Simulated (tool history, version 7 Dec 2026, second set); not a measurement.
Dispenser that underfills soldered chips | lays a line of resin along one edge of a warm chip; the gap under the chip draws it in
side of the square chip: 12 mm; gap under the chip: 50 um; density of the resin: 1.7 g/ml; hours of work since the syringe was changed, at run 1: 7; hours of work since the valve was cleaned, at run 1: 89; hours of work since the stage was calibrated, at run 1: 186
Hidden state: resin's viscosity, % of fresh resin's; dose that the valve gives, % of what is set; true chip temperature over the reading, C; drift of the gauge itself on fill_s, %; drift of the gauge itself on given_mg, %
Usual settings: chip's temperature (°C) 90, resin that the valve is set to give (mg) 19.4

| run | hour | chip's temperature (°C) | resin that the valve is set to give (mg) | hours of work since the syringe was changed | hours of work since the valve was cleaned | hours of work since the stage was calibrated | time until the resin shows at the far edge (s) | resin that the valve gave (mg) |
|---|---|---|---|---|---|---|---|---|
| 1 | 0.0 | 90 | 19.4 | 7 | 89 | 186 | 194.3 | 18.78 |
|  | 0.9 | new syringe of resin |
| 2 | 10.9 | 90 | 22.9 | 7 | 96 | 194 | 196.5 | 22.04 |
|  | 12.1 | new syringe of resin |
| 3 | 19.2 | 90 | 22.9 | 5 | 102 | 199 | 179.5 | 21.99 |
|  | 23.5 | new syringe of resin |
| 4 | 26.3 | 90 | 19.4 | 2 | 107 | 204 | 156.5 | 18.67 |
| 5 | 33.0 | 90 | 19.4 | 7 | 111 | 209 | 194.0 | 18.70 |
|  | 34.5 | new syringe of resin |
| 6 | 37.6 | 90 | 19.4 | 2 | 115 | 212 | 160.4 | 18.44 |
|  | 45.4 | new syringe of resin |
| 7 | 46.2 | 90 | 19.4 | 1 | 120 | 218 | 149.6 | 18.34 |
|  | 56.4 | new syringe of resin |
| 8 | 57.1 | 90 | 19.4 | 0 | 128 | 225 | 147.9 | 18.65 |
|  | 62.2 | dispensing valve cleaned and set on the balance |
| 9 | 62.8 | 81 | 19.4 | 4 | 0 | 228 | 255.9 | 19.56 |
| 10 | 67.3 | 81 | 19.4 | 7 | 4 | 232 | 297.2 | 19.50 |
|  | 68.5 | new syringe of resin |
| 11 | 76.6 | 81 | 19.4 | 6 | 10 | 238 | 280.8 | 19.52 |
|  | 79.6 | new syringe of resin |
| 12 | 83.2 | 81 | 19.4 | 3 | 14 | 242 | 245.5 | 19.26 |
|  | 90.4 | new syringe of resin |
| 13 | 93.8 | 90 | 23.6 | 2 | 22 | 250 | 154.6 | 23.34 |
|  | 101.2 | new syringe of resin |
| 14 | 101.2 | 90 | 24.1 | 0 | 27 | 255 | 138.1 | 23.65 |
| 15 | 110.2 | 90 | 19.4 | 6 | 33 | 261 | 190.3 | 19.13 |
|  | 111.9 | new syringe of resin |
| 16 | 120.8 | 90 | 19.4 | 6 | 40 | 268 | 186.2 | 19.07 |
|  | 122.7 | new syringe of resin |
| 17 | 125.6 | 90 | 21.3 | 2 | 43 | 271 | 157.2 | 20.73 |
|  | 133.4 | new syringe of resin |
| 18 | 135.0 | 90 | 21.3 | 1 | 50 | 278 | 148.6 | 21.02 |
| 19 | 140.8 | 94 | 17.9 | 5 | 54 | 282 | 151.5 | 17.52 |
|  | 144.4 | new syringe of resin |
| 20 | 150.5 | 94 | 18.3 | 4 | 61 | 289 | 142.7 | 17.92 |
|  | 155.7 | new syringe of resin |
| 21 | 159.4 | 94 | 18.3 | 3 | 67 | 295 | 138.2 | 17.81 |
| 22 | 165.7 | 97 | 20.3 | 7 | 71 | 299 | 144.4 | 19.78 |
|  | 167.0 | new syringe of resin |
| 23 | 172.5 | 97 | 20.3 | 4 | 76 | 304 | 124.7 | 19.75 |
|  | 178.2 | new syringe of resin |
| 24 | 178.2 | 76 | 19.0 | 0 | 79 | 307 | 276.9 | 18.25 |
| 25 | 187.8 | 76 | 17.2 | 7 | 86 | 314 | 375.7 | 16.56 |
|  | 189.4 | new syringe of resin |
| 26 | 198.1 | 103 | 19.4 | 6 | 93 | 321 | 103.3 | 18.52 |
|  | 200.2 | new syringe of resin |
| 27 | 205.6 | 76 | 19.4 | 4 | 98 | 326 | 322.6 | 18.48 |
|  | 211.3 | new syringe of resin |
| 28 | 213.5 | 76 | 19.4 | 2 | 104 | 332 | 294.7 | 18.42 |
| 29 | 218.2 | 101 | 17.6 | 5 | 107 | 335 | 110.7 | 16.81 |
|  | 222.5 | new syringe of resin |
| 30 | 225.7 | 101 | 17.6 | 2 | 112 | 340 | 99.6 | 16.77 |
|  | 233.8 | new syringe of resin |
| 31 | 235.1 | 98 | 23.1 | 1 | 119 | 347 | 99.3 | 22.00 |
|  | 244.5 | new syringe of resin |
| 32 | 244.8 | 90 | 16.7 | 0 | 125 | 353 | 145.6 | 15.68 |
| 33 | 250.5 | 90 | 16.7 | 4 | 129 | 357 | 175.9 | 15.82 |
|  | 254.0 | dispensing valve cleaned and set on the balance |
|  | 256.7 | new syringe of resin |
| 34 | 257.9 | 90 | 16.7 | 1 | 3 | 362 | 150.4 | 16.70 |
| 35 | 263.1 | 90 | 16.7 | 5 | 6 | 365 | 174.4 | 16.69 |
|  | 267.9 | new syringe of resin |
| 36 | 270.1 | 100 | 21.3 | 2 | 11 | 370 | 93.7 | 21.14 |

The same runs without the tool's hidden state, with the same run-to-run variation:
| run | time until the resin shows at the far edge (s) | resin that the valve gave (mg) |
|---|---|---|
| 1 | 147.0 | 19.42 |
| 2 | 148.9 | 22.87 |
| 3 | 147.4 | 22.87 |
| 4 | 149.8 | 19.45 |
| 5 | 151.1 | 19.53 |
| 6 | 151.4 | 19.30 |
| 7 | 149.8 | 19.23 |
| 8 | 151.1 | 19.63 |
| 9 | 227.9 | 19.55 |
| 10 | 229.8 | 19.52 |
| 11 | 228.8 | 19.59 |
| 12 | 227.1 | 19.38 |
| 13 | 147.8 | 23.55 |
| 14 | 146.5 | 23.92 |
| 15 | 152.5 | 19.39 |
| 16 | 148.8 | 19.40 |
| 17 | 149.7 | 21.12 |
| 18 | 151.0 | 21.47 |
| 19 | 128.0 | 17.93 |
| 20 | 126.0 | 18.39 |
| 21 | 127.1 | 18.33 |
| 22 | 109.1 | 20.41 |
| 23 | 108.7 | 20.41 |
| 24 | 295.3 | 18.89 |
| 25 | 295.7 | 17.20 |
| 26 | 82.5 | 19.29 |
| 27 | 286.8 | 19.30 |
| 28 | 291.3 | 19.29 |
| 29 | 93.4 | 17.62 |
| 30 | 94.0 | 17.62 |
| 31 | 101.0 | 23.17 |
| 32 | 151.9 | 16.58 |
| 33 | 153.7 | 16.74 |
| 34 | 154.7 | 16.71 |
| 35 | 152.6 | 16.72 |
| 36 | 94.9 | 21.23 |

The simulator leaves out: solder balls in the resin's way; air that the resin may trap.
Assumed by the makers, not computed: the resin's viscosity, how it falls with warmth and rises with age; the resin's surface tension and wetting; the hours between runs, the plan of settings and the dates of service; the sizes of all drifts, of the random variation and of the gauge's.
